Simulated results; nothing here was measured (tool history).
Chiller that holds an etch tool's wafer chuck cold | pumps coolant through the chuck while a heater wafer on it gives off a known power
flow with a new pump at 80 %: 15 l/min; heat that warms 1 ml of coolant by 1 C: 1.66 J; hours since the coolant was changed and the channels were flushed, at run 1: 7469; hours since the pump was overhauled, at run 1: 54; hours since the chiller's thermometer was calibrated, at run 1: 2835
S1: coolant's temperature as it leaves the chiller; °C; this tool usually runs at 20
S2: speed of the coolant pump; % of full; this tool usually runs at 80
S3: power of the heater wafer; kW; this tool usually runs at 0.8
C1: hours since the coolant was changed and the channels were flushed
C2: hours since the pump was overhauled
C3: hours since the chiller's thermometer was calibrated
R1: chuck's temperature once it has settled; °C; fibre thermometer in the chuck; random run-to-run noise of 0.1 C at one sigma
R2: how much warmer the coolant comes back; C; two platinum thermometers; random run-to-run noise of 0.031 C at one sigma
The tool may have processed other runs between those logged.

run 1 day=0 | S1=20 S2=80 S3=0.8 | C1=7469 C2=54 C3=2835 | R1=26.1 R2=1.94
run 2 day=7.008 | S1=20 S2=80 S3=0.8 | C1=7637 C2=222 C3=3003 | R1=26.5 R2=1.91
run 3 day=16.129 | S1=20 S2=80 S3=0.8 | C1=7856 C2=441 C3=3222 | R1=26.3 R2=1.95
run 4 day=20.042 | S1=20 S2=80 S3=0.8 | C1=7950 C2=535 C3=3316 | R1=26.4 R2=1.88
run 5 day=28.058 | S1=20 S2=80 S3=0.431 | C1=8143 C2=727 C3=3508 | R1=23.5 R2=1.07
run 6 day=37.05 | S1=20 S2=80 S3=0.8 | C1=8358 C2=943 C3=3724 | R1=26.5 R2=1.94
run 7 day=44.133 | S1=20 S2=80 S3=0.8 | C1=8528 C2=1113 C3=3894 | R1=26.5 R2=1.94
run 8 day=52.854 | S1=20 S2=80 S3=0.8 | C1=8738 C2=1323 C3=4103 | R1=26.5 R2=1.96
-- day=54.004 coolant changed, channels flushed
run 9 day=58.054 | S1=20 S2=80 S3=0.8 | C1=97 C2=1441 C3=4222 | R1=25.4 R2=1.99
run 10 day=64.121 | S1=20 S2=80 S3=0.8 | C1=243 C2=1587 C3=4368 | R1=25.8 R2=1.96
-- day=66.421 chiller's thermometer calibrated
run 11 day=71.712 | S1=11 S2=88 S3=0.8 | C1=424 C2=1768 C3=127 | R1=15.9 R2=1.72
run 12 day=79.838 | S1=11 S2=88 S3=0.8 | C1=619 C2=1963 C3=322 | R1=16.1 R2=1.8
run 13 day=86.421 | S1=11 S2=88 S3=0.8 | C1=777 C2=2121 C3=480 | R1=16.1 R2=1.73
run 14 day=91.2 | S1=28 S2=73 S3=0.8 | C1=892 C2=2236 C3=595 | R1=33.6 R2=2.19
run 15 day=99.571 | S1=28 S2=73 S3=0.8 | C1=1093 C2=2437 C3=796 | R1=33.9 R2=2.2
run 16 day=104.617 | S1=24 S2=65 S3=0.821 | C1=1214 C2=2558 C3=917 | R1=30.4 R2=2.62
run 17 day=110.346 | S1=24 S2=66 S3=0.821 | C1=1351 C2=2695 C3=1054 | R1=30.3 R2=2.58
run 18 day=119.388 | S1=15 S2=65 S3=0.821 | C1=1568 C2=2912 C3=1271 | R1=21.5 R2=2.58
run 19 day=124.142 | S1=27 S2=80 S3=0.572 | C1=1682 C2=3026 C3=1385 | R1=31.1 R2=1.44
run 20 day=132.45 | S1=23 S2=72 S3=0.534 | C1=1882 C2=3226 C3=1585 | R1=27.1 R2=1.57

Measured less the same run without the tool's hidden state. The same run-to-run variation is in both; the gauge's scatter may not be:
Unlogged tool condition in this case: heat passed by the chuck's channels, % of clean ones'; flow at a given pump speed, % of a new pump's; coolant's true temperature over the reading, C; drift of the gauge itself on chuck_c, C; drift of the gauge itself on warmer_back_c, C.
run=1 R1=+1 R2=+0
run=2 R1=+1 R2=+0
run=3 R1=+1 R2=+0
run=4 R1=+1.1 R2=+0.01
run=5 R1=+0.7 R2=+0.01
run=6 R1=+1.1 R2=+0.02
run=7 R1=+1.2 R2=+0.02
run=8 R1=+1.2 R2=+0.03
run=9 R1=+0.4 R2=+0.03
run=10 R1=+0.4 R2=+0.04
run=11 R1=+0 R2=+0.04
run=12 R1=+0.1 R2=+0.04
run=13 R1=+0 R2=+0.04
run=14 R1=+0.1 R2=+0.05
run=15 R1=+0.2 R2=+0.07
run=16 R1=+0.2 R2=+0.08
run=17 R1=+0.2 R2=+0.08
run=18 R1=+0.3 R2=+0.09
run=19 R1=+0.1 R2=+0.05
run=20 R1=+0.2 R2=+0.05

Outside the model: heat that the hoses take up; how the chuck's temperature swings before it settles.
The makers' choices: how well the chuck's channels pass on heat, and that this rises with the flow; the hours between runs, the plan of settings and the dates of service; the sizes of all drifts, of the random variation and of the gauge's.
